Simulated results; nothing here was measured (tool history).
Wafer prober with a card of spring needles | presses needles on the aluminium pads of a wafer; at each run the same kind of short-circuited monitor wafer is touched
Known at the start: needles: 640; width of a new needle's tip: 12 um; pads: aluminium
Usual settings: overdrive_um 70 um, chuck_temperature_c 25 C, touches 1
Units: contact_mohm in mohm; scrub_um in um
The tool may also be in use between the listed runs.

Run 1, hour 0: usual settings. Result: contact_mohm 97 mohm, scrub_um 9.75 um.
At hour 7.8: tips cleaned on abrasive film.
At hour 25.5: tips cleaned on abrasive film.
Run 2, hour 35.3: usual settings but overdrive_um 59 um. Result: contact_mohm 99 mohm, scrub_um 8.23 um.
At hour 42.5: tips cleaned on abrasive film.
At hour 61.7: tips cleaned on abrasive film.
Run 3, hour 61.8: usual settings but overdrive_um 59 um. Result: contact_mohm 99 mohm, scrub_um 8.23 um.
At hour 81.2: tips cleaned on abrasive film.
Run 4, hour 87.4: usual settings but overdrive_um 63 um. Result: contact_mohm 100 mohm, scrub_um 8.79 um.
At hour 99.1: tips cleaned on abrasive film.
At hour 117.2: tips cleaned on abrasive film.
Run 5, hour 125.6: usual settings. Result: contact_mohm 99 mohm, scrub_um 9.74 um.
At hour 137.2: tips cleaned on abrasive film.
At hour 156.2: tips cleaned on abrasive film.
Run 6, hour 169: usual settings but chuck_temperature_c 56 C. Result: contact_mohm 103 mohm, scrub_um 9.74 um.
At hour 174.9: tips cleaned on abrasive film.
At hour 193.5: tips cleaned on abrasive film.
At hour 210.2: tips cleaned on abrasive film.
At hour 228.1: tips cleaned on abrasive film.
Run 7, hour 228.1: usual settings. Result: contact_mohm 98 mohm, scrub_um 9.77 um.
At hour 247.6: tips cleaned on abrasive film.
At hour 262.5: height of the first contact set anew.
At hour 266.2: tips cleaned on abrasive film.
Run 8, hour 278.1: usual settings but overdrive_um 54 um. Result: contact_mohm 102 mohm, scrub_um 7.54 um.
At hour 284.1: tips cleaned on abrasive film.
At hour 303: tips cleaned on abrasive film.
Run 9, hour 313.9: usual settings but overdrive_um 54 um. Result: contact_mohm 100 mohm, scrub_um 7.53 um.
At hour 322.2: tips cleaned on abrasive film.
At hour 341.1: tips cleaned on abrasive film.
At hour 360.1: tips cleaned on abrasive film.
Run 10, hour 360.1: usual settings but overdrive_um 54 um. Result: contact_mohm 100 mohm, scrub_um 7.54 um.
At hour 379.1: tips cleaned on abrasive film.
At hour 397.2: tips cleaned on abrasive film.
Run 11, hour 408.3: usual settings but overdrive_um 54 um. Result: contact_mohm 100 mohm, scrub_um 7.56 um.
At hour 414.8: tips cleaned on abrasive film.
At hour 431.6: tips cleaned on abrasive film.
At hour 450.6: tips cleaned on abrasive film.
Run 12, hour 456.7: usual settings but overdrive_um 54 um. Result: contact_mohm 101 mohm, scrub_um 7.55 um.
At hour 468.9: tips cleaned on abrasive film.
At hour 485.7: tips cleaned on abrasive film.
At hour 506.4: tips cleaned on abrasive film.
Run 13, hour 510.1: usual settings. Result: contact_mohm 101 mohm, scrub_um 9.77 um.
At hour 524.3: tips cleaned on abrasive film.
At hour 530.6: height of the first contact set anew.
At hour 541.9: tips cleaned on abrasive film.
Run 14, hour 543.2: usual settings. Result: contact_mohm 99 mohm, scrub_um 9.8 um.
At hour 559.3: tips cleaned on abrasive film.
At hour 579.4: tips cleaned on abrasive film.
Run 15, hour 580.6: usual settings. Result: contact_mohm 98 mohm, scrub_um 9.75 um.
At hour 597.5: tips cleaned on abrasive film.
Run 16, hour 612.9: usual settings but overdrive_um 59 um, chuck_temperature_c 45 C, touches 2. Result: contact_mohm 101 mohm, scrub_um 8.25 um.
At hour 616: tips cleaned on abrasive film.
At hour 633.8: tips cleaned on abrasive film.
At hour 651: tips cleaned on abrasive film.
At hour 668.2: tips cleaned on abrasive film.
Run 17, hour 670.4: usual settings but overdrive_um 83 um, chuck_temperature_c 34 C. Result: contact_mohm 99 mohm, scrub_um 11.64 um.
At hour 686: tips cleaned on abrasive film.
Run 18, hour 696.9: usual settings but chuck_temperature_c 42 C. Result: contact_mohm 100 mohm, scrub_um 9.8 um.
At hour 704.4: tips cleaned on abrasive film.
At hour 723.9: tips cleaned on abrasive film.
At hour 741.5: tips cleaned on abrasive film.
Run 19, hour 748.7: usual settings but chuck_temperature_c 109 C, touches 2. Result: contact_mohm 107 mohm, scrub_um 9.83 um.
At hour 761.2: tips cleaned on abrasive film.
At hour 779.5: tips cleaned on abrasive film.
Run 20, hour 782.6: usual settings but overdrive_um 65 um, chuck_temperature_c 71 C. Result: contact_mohm 106 mohm, scrub_um 9.12 um.
At hour 799.3: tips cleaned on abrasive film.
At hour 799.6: height of the first contact set anew.
Run 21, hour 815.5: usual settings but chuck_temperature_c 104 C, touches 3. Result: contact_mohm 108 mohm, scrub_um 9.82 um.
At hour 819.9: tips cleaned on abrasive film.
At hour 837.3: tips cleaned on abrasive film.
At hour 856.9: tips cleaned on abrasive film.
Run 22, hour 863.6: usual settings but chuck_temperature_c 104 C, touches 3. Result: contact_mohm 107 mohm, scrub_um 9.81 um.
At hour 875.2: tips cleaned on abrasive film.
Run 23, hour 890.7: usual settings but chuck_temperature_c 104 C, touches 3. Result: contact_mohm 108 mohm, scrub_um 9.82 um.
At hour 894.8: tips cleaned on abrasive film.
At hour 914.9: tips cleaned on abrasive film.
Run 24, hour 921.5: usual settings but overdrive_um 53 um, chuck_temperature_c 102 C, touches 2. Result: contact_mohm 107 mohm, scrub_um 7.44 um.
At hour 933.2: tips cleaned on abrasive film.
At hour 952: tips cleaned on abrasive film.
At hour 971.6: tips cleaned on abrasive film.
Run 25, hour 975.6: usual settings but overdrive_um 53 um, chuck_temperature_c 102 C, touches 2. Result: contact_mohm 109 mohm, scrub_um 7.42 um.
At hour 990.3: tips cleaned on abrasive film.
At hour 1007.6: tips cleaned on abrasive film.
Run 26, hour 1022.1: usual settings but overdrive_um 53 um, chuck_temperature_c 102 C, touches 2. Result: contact_mohm 110 mohm, scrub_um 7.43 um.
At hour 1025.9: tips cleaned on abrasive film.
At hour 1043.7: tips cleaned on abrasive film.
At hour 1051.1: gauge calibrated.
At hour 1060.8: tips cleaned on abrasive film.
At hour 1067.7: height of the first contact set anew.
Run 27, hour 1070.4: usual settings but overdrive_um 89 um, touches 2. Result: contact_mohm 98 mohm, scrub_um 12.4 um.
At hour 1079.6: tips cleaned on abrasive film.
At hour 1099.1: tips cleaned on abrasive film.
At hour 1115.8: tips cleaned on abrasive film.
Run 28, hour 1116.9: usual settings but overdrive_um 67 um, chuck_temperature_c 121 C, touches 2. Result: contact_mohm 109 mohm, scrub_um 9.34 um.

3 ways to go on from here, each from the tool as it stands after run 28. What would each give?
At hour 1134: tips cleaned on abrasive film.
At hour 1152.9: tips cleaned on abrasive film.
Run A, hour 1167.5: usual settings but overdrive_um 67 um, chuck_temperature_c 107 C, touches 2. Result: contact_mohm ?, scrub_um ?.
At hour 1134: tips cleaned on abrasive film.
At hour 1152.9: tips cleaned on abrasive film.
Run B, hour 1167.5: usual settings but overdrive_um 72 um, chuck_temperature_c 51 C. Result: contact_mohm ?, scrub_um ?.
At hour 1134: tips cleaned on abrasive film.
At hour 1152.9: tips cleaned on abrasive film.
Run C, hour 1167.5: usual settings but overdrive_um 67 um, chuck_temperature_c 121 C, touches 2. Result: contact_mohm ?, scrub_um ?.

run  contact_mohm  scrub_um
  A           107      9.36
  B            98     10.03
  C           112      9.37
Without the tool's hidden state the same runs would have given:
run  contact_mohm  scrub_um
  A           107      9.35
  B            98     10.03
  C           112      9.36

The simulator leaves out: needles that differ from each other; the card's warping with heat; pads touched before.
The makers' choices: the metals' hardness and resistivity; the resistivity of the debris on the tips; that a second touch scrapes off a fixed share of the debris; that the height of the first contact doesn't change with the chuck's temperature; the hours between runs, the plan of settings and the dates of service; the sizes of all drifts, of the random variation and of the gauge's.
